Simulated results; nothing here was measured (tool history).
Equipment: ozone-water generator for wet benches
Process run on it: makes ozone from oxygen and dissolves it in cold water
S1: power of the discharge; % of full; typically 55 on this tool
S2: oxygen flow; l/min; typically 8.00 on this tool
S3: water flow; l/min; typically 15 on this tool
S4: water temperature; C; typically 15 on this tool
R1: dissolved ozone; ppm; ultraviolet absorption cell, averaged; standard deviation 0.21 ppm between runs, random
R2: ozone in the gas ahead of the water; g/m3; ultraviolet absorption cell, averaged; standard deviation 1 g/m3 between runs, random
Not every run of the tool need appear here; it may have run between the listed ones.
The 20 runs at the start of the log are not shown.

run 21 day=22.375 | S1=55 S2=8.00 S3=9 S4=7 | R1=47.1 R2=167.8
run 22 day=23.379 | S1=66 S2=8.00 S3=15 S4=10 | R1=37.6 R2=194.4
run 23 day=24.929 | S1=55 S2=8.00 S3=15 S4=17 | R1=28.2 R2=167.6
run 24 day=25.912 | S1=93 S2=8.00 S3=15 S4=8 | R1=51.5 R2=258.8
run 25 day=26.629 | S1=93 S2=8.00 S3=15 S4=8 | R1=51.4 R2=260.4
run 26 day=27.975 | S1=54 S2=11.71 S3=10 S4=9 | R1=41.1 R2=146.0
run 27 day=28.671 | S1=54 S2=11.71 S3=13 S4=9 | R1=35.5 R2=145.0
run 28 day=29.550 | S1=54 S2=11.71 S3=13 S4=9 | R1=35.7 R2=144.9
run 29 day=30.771 | S1=47 S2=7.92 S3=15 S4=15 | R1=25.9 R2=148.7
run 30 day=32.208 | S1=60 S2=8.00 S3=10 S4=15 | R1=40.1 R2=181.4
run 31 day=33.662 | S1=50 S2=8.63 S3=10 S4=15 | R1=34.5 R2=149.0
run 32 day=34.725 | S1=50 S2=6.36 S3=10 S4=18 | R1=32.8 R2=168.7

What if the next run were any one of these 4? Each begins from the tool's condition after run 32:
run A day=36.146 | S1=56 S2=12.32 S3=10 S4=18 | R1=? R2=?
run B day=36.146 | S1=55 S2=8.00 S3=15 S4=8 | R1=? R2=?
run C day=36.146 | S1=50 S2=12.75 S3=15 S4=18 | R1=? R2=?
run D day=36.146 | S1=50 S2=6.36 S3=10 S4=18 | R1=? R2=?

run=A R1=33.9 R2=146.6
run=B R1=33.1 R2=167.7
run=C R1=24.8 R2=131.4
run=D R1=32.5 R2=168.0
Take away the tool's hidden state, keep each run's random variation, and the runs would have read:
run=A R1=35.1 R2=150.9
run=B R1=34.2 R2=172.6
run=C R1=25.6 R2=134.8
run=D R1=33.5 R2=172.4
